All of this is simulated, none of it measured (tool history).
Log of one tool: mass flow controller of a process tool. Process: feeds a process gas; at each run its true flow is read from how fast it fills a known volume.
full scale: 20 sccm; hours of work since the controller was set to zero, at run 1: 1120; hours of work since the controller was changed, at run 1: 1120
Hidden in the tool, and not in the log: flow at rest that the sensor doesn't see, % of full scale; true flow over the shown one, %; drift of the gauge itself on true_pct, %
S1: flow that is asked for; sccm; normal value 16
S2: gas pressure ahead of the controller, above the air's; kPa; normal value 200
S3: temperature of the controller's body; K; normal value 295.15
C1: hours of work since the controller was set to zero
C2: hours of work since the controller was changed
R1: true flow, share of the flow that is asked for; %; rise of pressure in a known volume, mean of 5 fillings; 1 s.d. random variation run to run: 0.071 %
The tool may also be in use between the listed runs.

| run | hour | S1 | S2 | S3 | C1 | C2 | R1 |
|---|---|---|---|---|---|---|---|
| 1 | 0 | 16 | 200 | 295.15 | 1120 | 1120 | 99.8 |
| 2 | 45.8 | 16 | 200 | 309.15 | 1152 | 1152 | 98.38 |
| 3 | 99.2 | 16 | 200 | 309.15 | 1190 | 1190 | 98.42 |
| 4 | 171.7 | 16 | 200 | 295.15 | 1240 | 1240 | 99.9 |
| 5 | 242.9 | 16 | 200 | 295.15 | 1290 | 1290 | 99.92 |
| 6 | 314.6 | 16 | 200 | 295.15 | 1340 | 1340 | 99.79 |
| 7 | 396.7 | 16 | 200 | 295.15 | 1397 | 1397 | 99.78 |
| 8 | 469 | 16 | 200 | 295.15 | 1448 | 1448 | 99.65 |
| 9 | 519.8 | 16 | 200 | 295.15 | 1483 | 1483 | 99.76 |
| 10 | 577.6 | 2 | 200 | 295.15 | 1524 | 1524 | 98.2 |
| 11 | 637.1 | 16 | 226 | 295.15 | 1565 | 1565 | 99.6 |
| 12 | 722.7 | 16 | 226 | 295.15 | 1625 | 1625 | 99.59 |
| 13 | 793.4 | 16 | 226 | 295.15 | 1675 | 1675 | 99.57 |
| 14 | 895.3 | 16 | 226 | 295.15 | 1746 | 1746 | 99.34 |
| 15 | 993.6 | 16 | 238 | 295.15 | 1814 | 1814 | 99.41 |
| 16 | 1061.7 | 16 | 238 | 295.15 | 1862 | 1862 | 99.35 |
| 17 | 1124.8 | 16 | 200 | 295.15 | 1906 | 1906 | 99.5 |
| 18 | 1234.7 | 16 | 200 | 295.15 | 1983 | 1983 | 99.52 |
| 19 | 1333 | 16 | 200 | 295.15 | 2052 | 2052 | 99.53 |
| 20 | 1423.4 | 16 | 200 | 295.15 | 2115 | 2115 | 99.29 |
| 21 | 1514.4 | 16 | 202 | 295.15 | 2178 | 2178 | 99.29 |
| 22 | 1621.3 | 16 | 202 | 295.15 | 2253 | 2253 | 99.41 |
| 23 | 1676.3 | 16 | 153 | 304.15 | 2291 | 2291 | 98.62 |
| 24 | 1764.3 | 16 | 164 | 300.15 | 2353 | 2353 | 98.8 |
| 25 | 1849.5 | 16 | 176 | 312.15 | 2412 | 2412 | 97.65 |
| 26 | 1960.7 | 11 | 168 | 304.15 | 2490 | 2490 | 97.84 |
| 27 | 2031 | 11 | 260 | 294.15 | 2539 | 2539 | 98.49 |
| 28 | 2101.5 | 4 | 230 | 296.15 | 2588 | 2588 | 97.59 |
| 29 | 2210.5 | 4 | 230 | 296.15 | 2664 | 2664 | 97.55 |
| 30 | 2303.9 | 15 | 164 | 295.15 | 2730 | 2730 | 99.06 |
| 31 | 2400 | 3 | 269 | 307.15 | 2797 | 2797 | 96.1 |
| 32 | 2465.7 | 3 | 269 | 307.15 | 2843 | 2843 | 96.16 |
| 33 | 2526.2 | 2 | 251 | 303.15 | 2885 | 2885 | 96.48 |
| 34 | 2600.8 | 2 | 251 | 303.15 | 2937 | 2937 | 96.48 |
| 35 | 2705.3 | 2 | 251 | 303.15 | 3010 | 3010 | 96.39 |
| 36 | 2814.3 | 2 | 268 | 305.15 | 3086 | 3086 | 96.33 |
| 37 | 2917.5 | 2 | 268 | 305.15 | 3158 | 3158 | 96.11 |
| 38 | 3026.2 | 16 | 243 | 294.15 | 3234 | 3234 | 98.76 |
| 39 | 3130.7 | 3 | 280 | 309.15 | 3307 | 3307 | 95.62 |
| 40 | 3222.7 | 16 | 200 | 297.15 | 3371 | 3371 | 98.59 |
|  | 3238.3 | gauge calibrated |
| 41 | 3318.7 | 16 | 181 | 304.15 | 3438 | 3438 | 98.94 |
| 42 | 3386.5 | 16 | 181 | 304.15 | 3486 | 3486 | 98.91 |

Each row is a separate what-if for the run after 42, all from the same tool condition, not one after another. Results?
| A | 3465.2 | 16 | 186 | 295.15 | 3541 | 3541 | ? |
| B | 3465.2 | 16 | 209 | 312.15 | 3541 | 3541 | ? |
| C | 3465.2 | 12 | 181 | 295.15 | 3541 | 3541 | ? |
| D | 3465.2 | 3 | 181 | 304.15 | 3541 | 3541 | ? |
| E | 3465.2 | 16 | 200 | 297.15 | 3541 | 3541 | ? |

| run | R1 |
|---|---|
| A | 99.86 |
| B | 98.17 |
| C | 99.5 |
| D | 97.57 |
| E | 99.66 |
Take away the tool's hidden state, keep each run's random variation, and the runs would have read:
| run | R1 |
|---|---|
| A | 99.94 |
| B | 98.25 |
| C | 99.58 |
| D | 97.64 |
| E | 99.74 |

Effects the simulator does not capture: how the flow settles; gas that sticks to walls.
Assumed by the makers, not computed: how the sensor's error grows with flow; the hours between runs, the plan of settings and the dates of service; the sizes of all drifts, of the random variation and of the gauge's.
